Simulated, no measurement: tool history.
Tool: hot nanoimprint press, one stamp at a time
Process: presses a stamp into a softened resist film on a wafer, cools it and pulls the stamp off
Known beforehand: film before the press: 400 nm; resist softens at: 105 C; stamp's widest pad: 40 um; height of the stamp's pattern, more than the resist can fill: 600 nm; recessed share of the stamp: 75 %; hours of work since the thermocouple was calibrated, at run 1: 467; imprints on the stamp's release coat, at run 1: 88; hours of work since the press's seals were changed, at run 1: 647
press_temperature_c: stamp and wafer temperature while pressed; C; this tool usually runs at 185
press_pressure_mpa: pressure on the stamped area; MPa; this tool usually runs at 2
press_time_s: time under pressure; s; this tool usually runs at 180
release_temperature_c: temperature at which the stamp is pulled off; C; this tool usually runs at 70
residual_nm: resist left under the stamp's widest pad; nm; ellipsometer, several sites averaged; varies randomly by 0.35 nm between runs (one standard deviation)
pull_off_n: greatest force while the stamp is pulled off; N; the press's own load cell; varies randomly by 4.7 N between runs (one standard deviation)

run	hour	press_temperature_c	press_pressure_mpa	press_time_s	release_temperature_c	hours of work since the thermocouple was calibrated	imprints on the stamp's release coat	hours of work since the press's seals were changed	residual_nm	pull_off_n
1	0	185	2	180	70	467	88	647	152	245
2	31.2	185	2	180	70	491	272	671	152.6	255
3	61	185	1.25	180	70	515	448	694	188	279
# hour 69.7: plate thermocouple calibrated
# hour 88.8: press's hydraulic seals changed and the load cell set to zero
4	117.7	185	1.25	180	70	31	717	22	181.1	304
5	147.9	185	1.25	180	70	54	896	46	181.5	325
# hour 190.7: stamp cleaned and given a new release coat
6	199.3	185	2	180	70	89	51	81	147.2	239
7	245	185	2	180	56	125	321	116	147.7	363
8	276.5	185	2	180	56	149	507	140	147.1	395
9	315.3	185	2.52	180	56	179	735	170	132.4	415
10	334.6	185	2.52	180	56	194	849	185	132.1	447
11	362.2	185	2	180	70	215	1012	207	148.6	343
# hour 388.3: stamp cleaned and given a new release coat
12	411.1	185	2	180	70	248	135	240	149.2	246
13	439.5	185	2	180	70	270	302	262	149	264
14	469.1	185	1.24	180	70	293	477	285	186.3	282
15	496.4	185	1.52	180	70	314	638	306	170.6	299
16	535.6	190	2	262	70	345	869	336	108	327
17	561	176	1.37	223	73	364	1019	356	222.4	320
# hour 583.2: stamp cleaned and given a new release coat
18	589.5	184	2.17	271	64	382	38	373	127.5	274
19	635.7	184	2.17	271	64	417	310	409	126.9	326

Run 20 has not been measured yet. What should we expect?
20	658.7	174	2.39	199	64	435	445	427	?	?

{"run 20": {"residual_nm": 199.2, "pull_off_n": 324}}
Were there no unlogged condition in the tool, this run, its random variation unchanged, would have produced residual_nm 189.8 nm, pull_off_n 265 N.
